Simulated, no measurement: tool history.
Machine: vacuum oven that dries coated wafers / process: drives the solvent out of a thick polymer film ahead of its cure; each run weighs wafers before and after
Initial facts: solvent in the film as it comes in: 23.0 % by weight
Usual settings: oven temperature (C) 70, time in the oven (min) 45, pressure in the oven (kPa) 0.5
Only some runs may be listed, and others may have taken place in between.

{"run": 1, "hour": 0.0, "oven temperature (C)": 70, "time in the oven (min)": 45, "pressure in the oven (kPa)": 0.5, "solvent left in the film (%)": 1.03}
{"run": 2, "hour": 19.8, "oven temperature (C)": 70, "time in the oven (min)": 45, "pressure in the oven (kPa)": 0.5, "solvent left in the film (%)": 1.01}
{"run": 3, "hour": 36.4, "oven temperature (C)": 65, "time in the oven (min)": 45, "pressure in the oven (kPa)": 0.5, "solvent left in the film (%)": 2.67}
{"run": 4, "hour": 54.0, "oven temperature (C)": 70, "time in the oven (min)": 27, "pressure in the oven (kPa)": 0.5, "solvent left in the film (%)": 3.03}
{"run": 5, "hour": 66.0, "oven temperature (C)": 70, "time in the oven (min)": 27, "pressure in the oven (kPa)": 0.5, "solvent left in the film (%)": 3.01}
{"hour": 71.7, "done": "oven's thermocouples calibrated"}
{"run": 6, "hour": 93.1, "oven temperature (C)": 70, "time in the oven (min)": 27, "pressure in the oven (kPa)": 0.5, "solvent left in the film (%)": 2.99}
{"run": 7, "hour": 114.9, "oven temperature (C)": 70, "time in the oven (min)": 27, "pressure in the oven (kPa)": 0.5, "solvent left in the film (%)": 3.03}
{"run": 8, "hour": 138.7, "oven temperature (C)": 70, "time in the oven (min)": 27, "pressure in the oven (kPa)": 0.5, "solvent left in the film (%)": 2.99}

What will run 9 give?
{"run": 9, "hour": 157.0, "oven temperature (C)": 70, "time in the oven (min)": 27, "pressure in the oven (kPa)": 0.5, "solvent left in the film (%)": "?"}

{"run 9": {"solvent left in the film (%)": 3}}
Without the tool's hidden state the same run would have given solvent left in the film (%) 3.
